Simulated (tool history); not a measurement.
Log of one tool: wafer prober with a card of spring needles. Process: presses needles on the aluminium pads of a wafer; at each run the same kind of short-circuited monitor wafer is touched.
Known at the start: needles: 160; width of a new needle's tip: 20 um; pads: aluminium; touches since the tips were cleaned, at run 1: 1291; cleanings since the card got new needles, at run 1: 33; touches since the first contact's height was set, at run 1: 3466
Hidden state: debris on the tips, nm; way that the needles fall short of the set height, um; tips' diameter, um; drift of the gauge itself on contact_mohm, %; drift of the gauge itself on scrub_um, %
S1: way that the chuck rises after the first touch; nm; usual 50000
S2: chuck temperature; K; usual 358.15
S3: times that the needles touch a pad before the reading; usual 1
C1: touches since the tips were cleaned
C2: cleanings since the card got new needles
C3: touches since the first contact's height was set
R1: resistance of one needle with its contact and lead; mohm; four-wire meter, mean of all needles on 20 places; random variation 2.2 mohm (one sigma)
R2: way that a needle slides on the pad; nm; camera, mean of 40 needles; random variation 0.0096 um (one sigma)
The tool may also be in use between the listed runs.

{"run": 1, "hour": 0.0, "S1": 50000, "S2": 358.15, "S3": 1, "C1": 1291, "C2": 33, "C3": 3466, "R1": 247, "R2": 8731}
{"hour": 12.8, "done": "tips cleaned on abrasive film"}
{"hour": 25.7, "done": "tips cleaned on abrasive film"}
{"hour": 38.6, "done": "tips cleaned on abrasive film"}
{"hour": 52.2, "done": "tips cleaned on abrasive film"}
{"run": 2, "hour": 52.2, "S1": 50000, "S2": 358.15, "S3": 1, "C1": 0, "C2": 37, "C3": 38663, "R1": 250, "R2": 8715}
{"hour": 68.3, "done": "tips cleaned on abrasive film"}
{"hour": 81.2, "done": "tips cleaned on abrasive film"}
{"hour": 97.3, "done": "tips cleaned on abrasive film"}
{"run": 3, "hour": 99.7, "S1": 50000, "S2": 358.15, "S3": 1, "C1": 1624, "C2": 40, "C3": 70732, "R1": 247, "R2": 8731}
{"hour": 112.5, "done": "tips cleaned on abrasive film"}
{"hour": 119.2, "done": "height of the first contact set anew"}
{"hour": 128.9, "done": "tips cleaned on abrasive film"}
{"hour": 141.9, "done": "tips cleaned on abrasive film"}
{"run": 4, "hour": 141.9, "S1": 54000, "S2": 358.15, "S3": 1, "C1": 0, "C2": 43, "C3": 15278, "R1": 249, "R2": 9406}
{"hour": 154.8, "done": "tips cleaned on abrasive film"}
{"hour": 167.7, "done": "tips cleaned on abrasive film"}
{"hour": 183.8, "done": "tips cleaned on abrasive film"}
{"hour": 196.7, "done": "tips cleaned on abrasive film"}
{"run": 5, "hour": 203.2, "S1": 50000, "S2": 358.15, "S3": 1, "C1": 4369, "C2": 47, "C3": 56632, "R1": 252, "R2": 8713}
{"hour": 212.8, "done": "tips cleaned on abrasive film"}
{"hour": 228.7, "done": "tips cleaned on abrasive film"}
{"run": 6, "hour": 236.7, "S1": 50000, "S2": 358.15, "S3": 1, "C1": 5433, "C2": 49, "C3": 79286, "R1": 250, "R2": 8707}
{"hour": 243.2, "done": "tips cleaned on abrasive film"}
{"hour": 243.5, "done": "height of the first contact set anew"}
{"hour": 259.6, "done": "tips cleaned on abrasive film"}
{"hour": 275.6, "done": "tips cleaned on abrasive film"}
{"hour": 291.7, "done": "tips cleaned on abrasive film"}
{"run": 7, "hour": 300.1, "S1": 50000, "S2": 358.15, "S3": 1, "C1": 5657, "C2": 53, "C3": 38259, "R1": 251, "R2": 8718}
{"hour": 306.5, "done": "tips cleaned on abrasive film"}
{"hour": 322.6, "done": "tips cleaned on abrasive film"}
{"hour": 338.6, "done": "tips cleaned on abrasive film"}
{"hour": 354.7, "done": "tips cleaned on abrasive film"}
{"run": 8, "hour": 366.4, "S1": 32000, "S2": 358.15, "S3": 1, "C1": 7955, "C2": 57, "C3": 83103, "R1": 261, "R2": 5572}
{"hour": 369.7, "done": "tips cleaned on abrasive film"}
{"hour": 370.0, "done": "height of the first contact set anew"}
{"hour": 386.0, "done": "tips cleaned on abrasive film"}
{"hour": 402.0, "done": "tips cleaned on abrasive film"}
{"hour": 416.0, "done": "tips cleaned on abrasive film"}
{"run": 9, "hour": 416.0, "S1": 32000, "S2": 358.15, "S3": 1, "C1": 0, "C2": 61, "C3": 31036, "R1": 259, "R2": 5587}
{"hour": 432.1, "done": "tips cleaned on abrasive film"}
{"hour": 448.2, "done": "tips cleaned on abrasive film"}
{"hour": 464.3, "done": "tips cleaned on abrasive film"}
{"run": 10, "hour": 464.5, "S1": 50000, "S2": 358.15, "S3": 1, "C1": 139, "C2": 64, "C3": 63796, "R1": 251, "R2": 8718}
{"hour": 477.4, "done": "tips cleaned on abrasive film"}
{"hour": 493.3, "done": "tips cleaned on abrasive film"}
{"hour": 496.8, "done": "height of the first contact set anew"}
{"hour": 506.5, "done": "tips cleaned on abrasive film"}
{"hour": 522.6, "done": "tips cleaned on abrasive film"}
{"hour": 536.3, "done": "tips cleaned on abrasive film"}
{"run": 11, "hour": 536.3, "S1": 50000, "S2": 358.15, "S3": 1, "C1": 0, "C2": 69, "C3": 26675, "R1": 251, "R2": 8699}
{"hour": 552.4, "done": "tips cleaned on abrasive film"}
{"hour": 568.5, "done": "tips cleaned on abrasive film"}
{"hour": 584.6, "done": "tips cleaned on abrasive film"}
{"hour": 600.7, "done": "tips cleaned on abrasive film"}
{"run": 12, "hour": 607.0, "S1": 50000, "S2": 358.15, "S3": 1, "C1": 4268, "C2": 73, "C3": 74437, "R1": 248, "R2": 8689}
{"hour": 616.7, "done": "tips cleaned on abrasive film"}
{"hour": 623.4, "done": "height of the first contact set anew"}
{"hour": 633.1, "done": "tips cleaned on abrasive film"}
{"hour": 649.2, "done": "tips cleaned on abrasive film"}
{"hour": 662.1, "done": "tips cleaned on abrasive film"}
{"run": 13, "hour": 663.7, "S1": 50000, "S2": 358.15, "S3": 1, "C1": 1081, "C2": 77, "C3": 27178, "R1": 253, "R2": 8697}
{"hour": 676.6, "done": "tips cleaned on abrasive film"}
{"hour": 692.6, "done": "tips cleaned on abrasive film"}
{"hour": 708.7, "done": "tips cleaned on abrasive film"}
{"run": 14, "hour": 721.3, "S1": 50000, "S2": 311.15, "S3": 1, "C1": 8579, "C2": 80, "C3": 66129, "R1": 238, "R2": 8708}
{"hour": 724.6, "done": "tips cleaned on abrasive film"}
{"hour": 737.5, "done": "tips cleaned on abrasive film"}
{"hour": 747.4, "done": "height of the first contact set anew"}
{"hour": 753.9, "done": "tips cleaned on abrasive film"}
{"run": 15, "hour": 755.4, "S1": 50000, "S2": 331.15, "S3": 2, "C1": 1060, "C2": 83, "C3": 5410, "R1": 241, "R2": 8698}
{"hour": 768.3, "done": "tips cleaned on abrasive film"}
{"hour": 781.2, "done": "tips cleaned on abrasive film"}
{"hour": 797.3, "done": "tips cleaned on abrasive film"}
{"hour": 813.3, "done": "tips cleaned on abrasive film"}
{"run": 16, "hour": 814.4, "S1": 50000, "S2": 302.15, "S3": 2, "C1": 738, "C2": 87, "C3": 45197, "R1": 232, "R2": 8689}
{"hour": 827.3, "done": "tips cleaned on abrasive film"}
{"hour": 843.2, "done": "tips cleaned on abrasive film"}
{"run": 17, "hour": 848.9, "S1": 36000, "S2": 358.15, "S3": 1, "C1": 3842, "C2": 89, "C3": 68533, "R1": 260, "R2": 6265}
{"hour": 858.6, "done": "tips cleaned on abrasive film"}
{"hour": 871.7, "done": "height of the first contact set anew"}
{"hour": 875.0, "done": "tips cleaned on abrasive film"}
{"hour": 891.1, "done": "tips cleaned on abrasive film"}
{"run": 18, "hour": 895.3, "S1": 31000, "S2": 392.15, "S3": 1, "C1": 2858, "C2": 92, "C3": 15907, "R1": 274, "R2": 5391}
{"hour": 905.0, "done": "tips cleaned on abrasive film"}
{"hour": 917.9, "done": "tips cleaned on abrasive film"}
{"hour": 934.0, "done": "tips cleaned on abrasive film"}
{"hour": 950.1, "done": "tips cleaned on abrasive film"}
{"run": 19, "hour": 960.5, "S1": 31000, "S2": 392.15, "S3": 1, "C1": 7086, "C2": 96, "C3": 59964, "R1": 272, "R2": 5387}
{"hour": 963.8, "done": "tips cleaned on abrasive film"}
{"hour": 979.9, "done": "tips cleaned on abrasive film"}
{"hour": 996.0, "done": "tips cleaned on abrasive film"}
{"hour": 996.3, "done": "height of the first contact set anew"}
{"run": 20, "hour": 998.5, "S1": 40000, "S2": 309.15, "S3": 2, "C1": 1499, "C2": 99, "C3": 1499, "R1": 239, "R2": 6958}
{"hour": 1011.4, "done": "tips cleaned on abrasive film"}
{"hour": 1027.5, "done": "tips cleaned on abrasive film"}
{"run": 21, "hour": 1033.8, "S1": 34000, "S2": 309.15, "S3": 2, "C1": 4321, "C2": 101, "C3": 25394, "R1": 246, "R2": 5910}
{"hour": 1043.5, "done": "tips cleaned on abrasive film"}
{"hour": 1059.6, "done": "tips cleaned on abrasive film"}
{"hour": 1075.7, "done": "tips cleaned on abrasive film"}
{"hour": 1091.7, "done": "tips cleaned on abrasive film"}
{"run": 22, "hour": 1104.5, "S1": 50000, "S2": 372.15, "S3": 2, "C1": 8699, "C2": 105, "C3": 73126, "R1": 255, "R2": 8680}
{"hour": 1107.8, "done": "tips cleaned on abrasive film"}
{"hour": 1120.7, "done": "tips cleaned on abrasive film"}
{"hour": 1121.0, "done": "height of the first contact set anew"}
{"hour": 1137.1, "done": "tips cleaned on abrasive film"}
{"run": 23, "hour": 1142.9, "S1": 39000, "S2": 335.15, "S3": 3, "C1": 3921, "C2": 108, "C3": 14794, "R1": 248, "R2": 6773}
{"hour": 1152.6, "done": "tips cleaned on abrasive film"}
{"hour": 1165.5, "done": "tips cleaned on abrasive film"}
{"run": 24, "hour": 1175.5, "S1": 39000, "S2": 335.15, "S3": 3, "C1": 6796, "C2": 110, "C3": 36814, "R1": 248, "R2": 6758}
{"hour": 1178.8, "done": "tips cleaned on abrasive film"}
{"hour": 1194.9, "done": "tips cleaned on abrasive film"}
{"hour": 1207.8, "done": "tips cleaned on abrasive film"}
{"run": 25, "hour": 1211.6, "S1": 51000, "S2": 335.15, "S3": 2, "C1": 2615, "C2": 113, "C3": 61175, "R1": 242, "R2": 8845}

Hidden state at the last listed run before each entry between runs and at the first one after, where it differs:
Between runs 1 and 2: tips cleaned on abrasive film (hour 12.8); tips cleaned on abrasive film (hour 25.7); tips cleaned on abrasive film (hour 38.6); tips cleaned on abrasive film (hour 52.2)
  debris on the tips, nm: 0.1 -> 0; drift of the gauge itself on scrub_um, %: 0 -> -0.02
  measured less the result without the state, R2: +0 -> -2 nm
Between runs 2 and 3: tips cleaned on abrasive film (hour 68.3); tips cleaned on abrasive film (hour 81.2); tips cleaned on abrasive film (hour 97.3)
  debris on the tips, nm: 0 -> 0.1; drift of the gauge itself on scrub_um, %: -0.02 -> -0.05
  measured less the result without the state, R2: -2 -> -4 nm
Between runs 3 and 4: tips cleaned on abrasive film (hour 112.5); height of the first contact set anew (hour 119.2); tips cleaned on abrasive film (hour 128.9); tips cleaned on abrasive film (hour 141.9)
  debris on the tips, nm: 0.1 -> 0; drift of the gauge itself on scrub_um, %: -0.05 -> -0.07
  measured less the result without the state, R2: -4 -> -6 nm
Between runs 4 and 5: tips cleaned on abrasive film (hour 154.8); tips cleaned on abrasive film (hour 167.7); tips cleaned on abrasive film (hour 183.8); tips cleaned on abrasive film (hour 196.7)
  debris on the tips, nm: 0 -> 0.2; drift of the gauge itself on scrub_um, %: -0.07 -> -0.09
  measured less the result without the state, R2: -6 -> -8 nm
Between runs 5 and 6: tips cleaned on abrasive film (hour 212.8); tips cleaned on abrasive film (hour 228.7)
  drift of the gauge itself on scrub_um, %: -0.09 -> -0.11
  measured less the result without the state, R2: -8 -> -10 nm
Between runs 6 and 7: tips cleaned on abrasive film (hour 243.2); height of the first contact set anew (hour 243.5); tips cleaned on abrasive film (hour 259.6); tips cleaned on abrasive film (hour 275.6); tips cleaned on abrasive film (hour 291.7)
  drift of the gauge itself on scrub_um, %: -0.11 -> -0.14
  measured less the result without the state, R2: -10 -> -13 nm
Between runs 7 and 8: tips cleaned on abrasive film (hour 306.5); tips cleaned on abrasive film (hour 322.6); tips cleaned on abrasive film (hour 338.6); tips cleaned on abrasive film (hour 354.7)
  drift of the gauge itself on scrub_um, %: -0.14 -> -0.17
  measured less the result without the state, R2: -13 -> -10 nm
Between runs 8 and 9: tips cleaned on abrasive film (hour 369.7); height of the first contact set anew (hour 370); tips cleaned on abrasive film (hour 386); tips cleaned on abrasive film (hour 402); tips cleaned on abrasive film (hour 416)
  debris on the tips, nm: 0.2 -> 0; drift of the gauge itself on scrub_um, %: -0.17 -> -0.19
  measured less the result without the state, R2: -10 -> -11 nm
Between runs 9 and 10: tips cleaned on abrasive film (hour 432.1); tips cleaned on abrasive film (hour 448.2); tips cleaned on abrasive film (hour 464.3)
  drift of the gauge itself on scrub_um, %: -0.19 -> -0.21
  measured less the result without the state, R2: -11 -> -19 nm
Between runs 10 and 11: tips cleaned on abrasive film (hour 477.4); tips cleaned on abrasive film (hour 493.3); height of the first contact set anew (hour 496.8); tips cleaned on abrasive film (hour 506.5); tips cleaned on abrasive film (hour 522.6); tips cleaned on abrasive film (hour 536.3)
  drift of the gauge itself on scrub_um, %: -0.21 -> -0.25
  measured less the result without the state, R2: -19 -> -22 nm
Between runs 11 and 12: tips cleaned on abrasive film (hour 552.4); tips cleaned on abrasive film (hour 568.5); tips cleaned on abrasive film (hour 584.6); tips cleaned on abrasive film (hour 600.7)
  debris on the tips, nm: 0 -> 0.2; drift of the gauge itself on scrub_um, %: -0.25 -> -0.28
  measured less the result without the state, R2: -22 -> -24 nm
Between runs 12 and 13: tips cleaned on abrasive film (hour 616.7); height of the first contact set anew (hour 623.4); tips cleaned on abrasive film (hour 633.1); tips cleaned on abrasive film (hour 649.2); tips cleaned on abrasive film (hour 662.1)
  debris on the tips, nm: 0.2 -> 0.1; drift of the gauge itself on scrub_um, %: -0.28 -> -0.31
  measured less the result without the state, R2: -24 -> -26 nm
Between runs 13 and 14: tips cleaned on abrasive film (hour 676.6); tips cleaned on abrasive film (hour 692.6); tips cleaned on abrasive film (hour 708.7)
  debris on the tips, nm: 0.1 -> 0.2; drift of the gauge itself on scrub_um, %: -0.31 -> -0.33
  measured less the result without the state, R2: -26 -> -29 nm
Between runs 14 and 15: tips cleaned on abrasive film (hour 724.6); tips cleaned on abrasive film (hour 737.5); height of the first contact set anew (hour 747.4); tips cleaned on abrasive film (hour 753.9)
  debris on the tips, nm: 0.2 -> 0.1; drift of the gauge itself on scrub_um, %: -0.33 -> -0.35
  measured less the result without the state, R2: -29 -> -31 nm
Between runs 15 and 16: tips cleaned on abrasive film (hour 768.3); tips cleaned on abrasive film (hour 781.2); tips cleaned on abrasive film (hour 797.3); tips cleaned on abrasive film (hour 813.3)
  drift of the gauge itself on scrub_um, %: -0.35 -> -0.37
  measured less the result without the state, R2: -31 -> -33 nm
Between runs 16 and 17: tips cleaned on abrasive film (hour 827.3); tips cleaned on abrasive film (hour 843.2)
  debris on the tips, nm: 0.1 -> 0.2; drift of the gauge itself on scrub_um, %: -0.37 -> -0.39
  measured less the result without the state, R2: -33 -> -25 nm
Between runs 17 and 18: tips cleaned on abrasive film (hour 858.6); height of the first contact set anew (hour 871.7); tips cleaned on abrasive film (hour 875); tips cleaned on abrasive film (hour 891.1)
  drift of the gauge itself on scrub_um, %: -0.39 -> -0.41
  measured less the result without the state, R2: -25 -> -22 nm
Between runs 18 and 19: tips cleaned on abrasive film (hour 905); tips cleaned on abrasive film (hour 917.9); tips cleaned on abrasive film (hour 934); tips cleaned on abrasive film (hour 950.1)
  drift of the gauge itself on scrub_um, %: -0.41 -> -0.44
  measured less the result without the state, R2: -22 -> -24 nm
Between runs 19 and 20: tips cleaned on abrasive film (hour 963.8); tips cleaned on abrasive film (hour 979.9); tips cleaned on abrasive film (hour 996); height of the first contact set anew (hour 996.3)
  debris on the tips, nm: 0.2 -> 0.1; drift of the gauge itself on scrub_um, %: -0.44 -> -0.46
  measured less the result without the state, R2: -24 -> -32 nm
Between runs 20 and 21: tips cleaned on abrasive film (hour 1011.4); tips cleaned on abrasive film (hour 1027.5)
  debris on the tips, nm: 0.1 -> 0.2; drift of the gauge itself on scrub_um, %: -0.46 -> -0.48
  measured less the result without the state, R2: -32 -> -28 nm
Between runs 21 and 22: tips cleaned on abrasive film (hour 1043.5); tips cleaned on abrasive film (hour 1059.6); tips cleaned on abrasive film (hour 1075.7); tips cleaned on abrasive film (hour 1091.7)
  drift of the gauge itself on scrub_um, %: -0.48 -> -0.51
  measured less the result without the state, R2: -28 -> -44 nm
Between runs 22 and 23: tips cleaned on abrasive film (hour 1107.8); tips cleaned on abrasive film (hour 1120.7); height of the first contact set anew (hour 1121); tips cleaned on abrasive film (hour 1137.1)
  tips' diameter, um: 20 -> 20.01; drift of the gauge itself on scrub_um, %: -0.51 -> -0.53
  measured less the result without the state, R2: -44 -> -36 nm
Between runs 23 and 24: tips cleaned on abrasive film (hour 1152.6); tips cleaned on abrasive film (hour 1165.5)
  drift of the gauge itself on scrub_um, %: -0.53 -> -0.54
  measured less the result without the state, R2: -36 -> -37 nm
Between runs 24 and 25: tips cleaned on abrasive film (hour 1178.8); tips cleaned on abrasive film (hour 1194.9); tips cleaned on abrasive film (hour 1207.8)
  drift of the gauge itself on scrub_um, %: -0.54 -> -0.56
  measured less the result without the state, R2: -37 -> -50 nm
